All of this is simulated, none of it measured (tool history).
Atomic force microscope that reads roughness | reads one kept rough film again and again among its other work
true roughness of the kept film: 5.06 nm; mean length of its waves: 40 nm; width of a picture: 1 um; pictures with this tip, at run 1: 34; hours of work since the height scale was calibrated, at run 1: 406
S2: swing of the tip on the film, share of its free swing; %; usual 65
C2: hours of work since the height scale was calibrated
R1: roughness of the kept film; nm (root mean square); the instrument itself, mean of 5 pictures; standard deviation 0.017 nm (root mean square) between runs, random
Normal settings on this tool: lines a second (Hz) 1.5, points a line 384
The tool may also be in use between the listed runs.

run 1 hour=0 | lines_a_second_(Hz)=1.5 S2=65 points_a_line=384 | pictures_with_this_tip=34 C2=406 | R1=4.005
run 2 hour=14.5 | lines_a_second_(Hz)=1.5 S2=65 points_a_line=384 | pictures_with_this_tip=59 C2=415 | R1=3.899
run 3 hour=31.2 | lines_a_second_(Hz)=1.5 S2=65 points_a_line=384 | pictures_with_this_tip=87 C2=427 | R1=3.789
run 4 hour=40.6 | lines_a_second_(Hz)=1.5 S2=65 points_a_line=384 | pictures_with_this_tip=103 C2=433 | R1=3.716
run 5 hour=56.3 | lines_a_second_(Hz)=1.5 S2=65 points_a_line=384 | pictures_with_this_tip=130 C2=444 | R1=3.627
run 6 hour=67.6 | lines_a_second_(Hz)=1.5 S2=65 points_a_line=384 | pictures_with_this_tip=149 C2=451 | R1=3.533
run 7 hour=75.6 | lines_a_second_(Hz)=1.5 S2=63 points_a_line=384 | pictures_with_this_tip=162 C2=457 | R1=3.499
run 8 hour=88.3 | lines_a_second_(Hz)=1.5 S2=63 points_a_line=384 | pictures_with_this_tip=184 C2=465 | R1=3.468
run 9 hour=96.6 | lines_a_second_(Hz)=1.01 S2=65 points_a_line=384 | pictures_with_this_tip=198 C2=471 | R1=3.435
run 10 hour=109.5 | lines_a_second_(Hz)=1.01 S2=65 points_a_line=384 | pictures_with_this_tip=220 C2=479 | R1=3.418
-- hour=114.7 new tip fitted
run 11 hour=124.6 | lines_a_second_(Hz)=1.01 S2=65 points_a_line=384 | pictures_with_this_tip=17 C2=489 | R1=4.178
run 12 hour=134.6 | lines_a_second_(Hz)=1.5 S2=65 points_a_line=384 | pictures_with_this_tip=34 C2=496 | R1=4.004
run 13 hour=146 | lines_a_second_(Hz)=1.5 S2=74 points_a_line=384 | pictures_with_this_tip=53 C2=504 | R1=3.81
run 14 hour=159.5 | lines_a_second_(Hz)=1.92 S2=65 points_a_line=616 | pictures_with_this_tip=76 C2=513 | R1=3.805
run 15 hour=172.3 | lines_a_second_(Hz)=1.23 S2=83 points_a_line=939 | pictures_with_this_tip=98 C2=521 | R1=3.564
run 16 hour=189.5 | lines_a_second_(Hz)=1.5 S2=81 points_a_line=384 | pictures_with_this_tip=127 C2=533 | R1=3.383
run 17 hour=205.7 | lines_a_second_(Hz)=1.5 S2=65 points_a_line=802 | pictures_with_this_tip=155 C2=544 | R1=3.575
run 18 hour=213.4 | lines_a_second_(Hz)=1.5 S2=65 points_a_line=802 | pictures_with_this_tip=168 C2=549 | R1=3.521
run 19 hour=220.7 | lines_a_second_(Hz)=0.51 S2=71 points_a_line=551 | pictures_with_this_tip=180 C2=554 | R1=3.559
run 20 hour=231.6 | lines_a_second_(Hz)=0.51 S2=71 points_a_line=551 | pictures_with_this_tip=199 C2=561 | R1=3.505
run 21 hour=241.9 | lines_a_second_(Hz)=1.5 S2=61 points_a_line=569 | pictures_with_this_tip=216 C2=568 | R1=3.384
-- hour=248.4 new tip fitted
run 22 hour=254.6 | lines_a_second_(Hz)=3.89 S2=69 points_a_line=511 | pictures_with_this_tip=11 C2=576 | R1=3.646
run 23 hour=262.7 | lines_a_second_(Hz)=3.89 S2=69 points_a_line=511 | pictures_with_this_tip=25 C2=582 | R1=3.57
run 24 hour=277.8 | lines_a_second_(Hz)=3.82 S2=86 points_a_line=384 | pictures_with_this_tip=50 C2=592 | R1=2.856
run 25 hour=291.9 | lines_a_second_(Hz)=1.93 S2=65 points_a_line=544 | pictures_with_this_tip=74 C2=601 | R1=3.769
run 26 hour=302.7 | lines_a_second_(Hz)=0.78 S2=74 points_a_line=370 | pictures_with_this_tip=92 C2=609 | R1=3.791

4 ways to go on from here, each from the tool as it stands after run 26. What would each give?
run A hour=312.9 | lines_a_second_(Hz)=2.97 S2=66 points_a_line=875 | pictures_with_this_tip=110 C2=616 | R1=?
run B hour=312.9 | lines_a_second_(Hz)=1.02 S2=59 points_a_line=350 | pictures_with_this_tip=110 C2=616 | R1=?
run C hour=312.9 | lines_a_second_(Hz)=1.5 S2=83 points_a_line=384 | pictures_with_this_tip=110 C2=616 | R1=?
run D hour=312.9 | lines_a_second_(Hz)=0.5 S2=74 points_a_line=296 | pictures_with_this_tip=110 C2=616 | R1=?

run=A R1=3.484
run=B R1=3.785
run=C R1=3.367
run=D R1=3.763
The same runs, with their run-to-run variation unchanged, on a tool lacking any hidden condition would have given:
run=A R1=4.001
run=B R1=4.347
run=C R1=3.866
run=D R1=4.32

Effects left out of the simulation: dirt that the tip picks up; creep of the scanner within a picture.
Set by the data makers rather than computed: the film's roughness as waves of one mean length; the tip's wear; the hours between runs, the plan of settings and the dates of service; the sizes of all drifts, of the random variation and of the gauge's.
